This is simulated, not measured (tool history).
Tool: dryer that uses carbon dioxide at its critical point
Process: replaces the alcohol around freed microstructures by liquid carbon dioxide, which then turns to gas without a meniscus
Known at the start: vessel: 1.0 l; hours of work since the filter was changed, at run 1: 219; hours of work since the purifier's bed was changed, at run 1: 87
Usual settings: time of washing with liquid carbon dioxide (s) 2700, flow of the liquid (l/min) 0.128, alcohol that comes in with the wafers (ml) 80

| run | day | time of washing with liquid carbon dioxide (s) | flow of the liquid (l/min) | alcohol that comes in with the wafers (ml) | hours of work since the filter was changed | hours of work since the purifier's bed was changed | alcohol left in the vessel before it's heated (ppm by volume) |
|---|---|---|---|---|---|---|---|
| 1 | 0.000 | 2700 | 0.128 | 80 | 219 | 87 | 2574 |
|  | 0.938 | inlet filter changed |
| 2 | 1.750 | 2700 | 0.128 | 80 | 15 | 119 | 1390 |
| 3 | 2.629 | 3060 | 0.128 | 80 | 32 | 136 | 885 |
| 4 | 4.204 | 3060 | 0.128 | 80 | 61 | 165 | 948 |
| 5 | 5.554 | 3060 | 0.128 | 80 | 87 | 191 | 1063 |
| 6 | 6.525 | 2040 | 0.128 | 80 | 105 | 209 | 4615 |
| 7 | 8.254 | 2040 | 0.128 | 80 | 137 | 241 | 4757 |
| 8 | 9.175 | 2340 | 0.128 | 80 | 155 | 259 | 3426 |
| 9 | 10.012 | 2340 | 0.128 | 80 | 170 | 274 | 3567 |
| 10 | 10.775 | 1920 | 0.128 | 80 | 185 | 289 | 6226 |
| 11 | 11.858 | 1920 | 0.128 | 80 | 205 | 309 | 6714 |
| 12 | 12.921 | 1920 | 0.128 | 80 | 225 | 329 | 6896 |
|  | 13.608 | inlet filter changed |
| 13 | 13.708 | 2700 | 0.128 | 80 | 2 | 343 | 1351 |
| 14 | 14.904 | 4260 | 0.128 | 80 | 24 | 365 | 194 |
| 15 | 15.862 | 2700 | 0.128 | 80 | 42 | 383 | 1529 |
| 16 | 17.008 | 2700 | 0.128 | 80 | 64 | 405 | 1617 |
| 17 | 18.188 | 2700 | 0.128 | 80 | 86 | 427 | 1807 |
| 18 | 19.479 | 2700 | 0.128 | 80 | 110 | 451 | 1898 |
| 19 | 21.058 | 2700 | 0.128 | 80 | 140 | 481 | 2012 |
| 20 | 21.954 | 2700 | 0.128 | 80 | 157 | 498 | 2137 |
| 21 | 22.838 | 2700 | 0.128 | 80 | 173 | 514 | 2237 |
| 22 | 23.567 | 2700 | 0.128 | 49 | 187 | 528 | 1531 |
| 23 | 24.396 | 2700 | 0.148 | 80 | 202 | 544 | 1434 |
| 24 | 25.642 | 2700 | 0.148 | 80 | 226 | 567 | 1569 |
|  | 26.262 | inlet filter changed |
| 25 | 26.738 | 3840 | 0.098 | 111 | 9 | 587 | 1445 |
| 26 | 28.458 | 3120 | 0.088 | 60 | 41 | 619 | 2743 |
| 27 | 29.271 | 2640 | 0.128 | 39 | 56 | 634 | 947 |
| 28 | 30.329 | 3240 | 0.134 | 44 | 76 | 654 | 444 |
|  | 30.767 | purifier's bed changed |
| 29 | 31.504 | 2700 | 0.116 | 35 | 96 | 14 | 1081 |
| 30 | 32.292 | 3960 | 0.116 | 35 | 111 | 29 | 249 |
| 31 | 33.712 | 3000 | 0.180 | 21 | 138 | 55 | 76 |
| 32 | 34.517 | 2400 | 0.099 | 33 | 153 | 70 | 2794 |
| 33 | 36.025 | 2280 | 0.184 | 107 | 181 | 99 | 1413 |
| 34 | 37.688 | 4320 | 0.128 | 80 | 212 | 130 | 350 |
| 35 | 38.746 | 2700 | 0.128 | 62 | 232 | 150 | 2112 |
|  | 38.946 | inlet filter changed |
| 36 | 39.683 | 1680 | 0.127 | 87 | 14 | 167 | 7228 |
| 37 | 40.858 | 2760 | 0.128 | 45 | 36 | 189 | 787 |
| 38 | 41.808 | 2400 | 0.187 | 80 | 54 | 207 | 495 |
| 39 | 42.783 | 3360 | 0.106 | 25 | 72 | 225 | 501 |
| 40 | 43.550 | 4140 | 0.184 | 52 | 86 | 239 | 58 |
| 41 | 44.808 | 4140 | 0.093 | 52 | 110 | 263 | 847 |
| 42 | 46.133 | 1680 | 0.128 | 61 | 135 | 288 | 5898 |
| 43 | 47.596 | 2580 | 0.158 | 80 | 162 | 315 | 1164 |
| 44 | 49.017 | 2580 | 0.158 | 80 | 189 | 342 | 1232 |
| 45 | 50.512 | 2580 | 0.107 | 67 | 217 | 370 | 4314 |
|  | 51.629 | inlet filter changed |
| 46 | 51.721 | 2580 | 0.107 | 67 | 2 | 392 | 2554 |
| 47 | 52.725 | 2580 | 0.107 | 67 | 21 | 411 | 2759 |

Forecast each of these 3 alternatives for the next run:
| A | 53.979 | 2700 | 0.106 | 80 | 44 | 434 | ? |
| B | 53.979 | 2160 | 0.126 | 24 | 44 | 434 | ? |
| C | 53.979 | 2700 | 0.128 | 80 | 44 | 434 | ? |

| run | alcohol left in the vessel before it's heated (ppm by volume) |
|---|---|
| A | 3119 |
| B | 1141 |
| C | 1590 |
Without the tool's hidden state the same runs would have given:
| run | alcohol left in the vessel before it's heated (ppm by volume) |
|---|---|
| A | 2705 |
| B | 956 |
| C | 1314 |
